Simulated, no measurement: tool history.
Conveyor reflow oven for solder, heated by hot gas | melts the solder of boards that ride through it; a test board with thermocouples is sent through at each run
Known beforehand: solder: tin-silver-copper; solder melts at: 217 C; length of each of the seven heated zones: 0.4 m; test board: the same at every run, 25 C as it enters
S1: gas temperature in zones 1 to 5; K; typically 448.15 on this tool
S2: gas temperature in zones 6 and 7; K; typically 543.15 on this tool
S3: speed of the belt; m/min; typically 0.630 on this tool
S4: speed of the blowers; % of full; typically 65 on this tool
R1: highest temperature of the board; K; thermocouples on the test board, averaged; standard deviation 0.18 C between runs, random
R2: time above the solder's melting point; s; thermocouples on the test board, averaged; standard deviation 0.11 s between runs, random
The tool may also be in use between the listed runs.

run	hour	S1	S2	S3	S4	R1	R2
1	0.0	448.15	543.15	0.630	65	529.85	61.3
2	6.3	448.15	543.15	0.630	65	529.65	61.4
3	13.7	448.15	543.15	0.701	65	526.35	52.4
4	22.8	448.15	543.15	0.701	65	526.55	52.5
5	27.5	448.15	543.15	0.630	65	529.65	61.4
6	38.0	448.15	543.15	0.630	56	527.85	59.7
7	45.7	448.15	543.15	0.630	65	529.65	61.2
8	55.6	448.15	543.15	0.630	67	529.95	61.5
9	61.3	448.15	543.15	0.630	65	529.35	61.1
10	67.1	448.15	543.15	0.630	65	529.45	60.9
11	76.6	460.15	543.15	0.630	65	530.95	66.9
12	84.8	460.15	543.15	0.630	65	531.25	66.8
13	90.8	448.15	550.15	0.630	65	535.55	64.8
14	100.1	448.15	543.15	0.630	65	529.05	61.3
15	110.5	448.15	543.15	0.630	65	528.85	61.0
16	114.9	449.15	548.15	0.630	67	533.85	64.2
17	125.5	449.15	548.15	0.630	67	534.45	64.3
18	135.8	449.15	548.15	0.630	67	534.15	64.3
19	145.5	455.15	553.15	0.630	65	538.55	68.9
20	153.6	461.15	553.15	0.671	53	535.65	64.7
21	162.9	442.15	532.15	0.634	79	520.05	52.9
22	171.3	442.15	532.15	0.634	79	520.05	53.1
23	178.6	450.15	553.15	0.657	73	537.95	63.9
24	184.4	450.15	537.15	0.657	73	523.85	56.0
25	193.6	448.15	543.15	0.630	83	531.15	62.9
26	199.0	448.15	543.15	0.630	83	531.45	63.1
27	208.2	435.15	543.15	0.630	65	526.45	55.3
28	214.9	435.15	543.15	0.630	65	526.65	55.0
29	223.8	461.15	543.15	0.630	73	531.65	67.8
30	230.5	436.15	543.15	0.637	65	525.85	54.5

Branching from run 30: 5 alternative next runs. What would each branch give?
A	235.0	438.15	543.15	0.630	65	?	?
B	235.0	441.15	551.15	0.630	65	?	?
C	235.0	437.15	536.15	0.637	65	?	?
D	235.0	436.15	549.15	0.514	56	?	?
E	235.0	453.15	543.15	0.637	53	?	?

run	R1	R2
A	526.75	56.3
B	534.35	62.1
C	520.35	50.4
D	536.55	76.5
E	526.85	60.0
What these runs would have given with no unlogged condition in the tool:
run	R1	R2
A	528.15	56.7
B	535.75	62.2
C	521.65	51.1
D	537.75	76.4
E	528.05	60.2
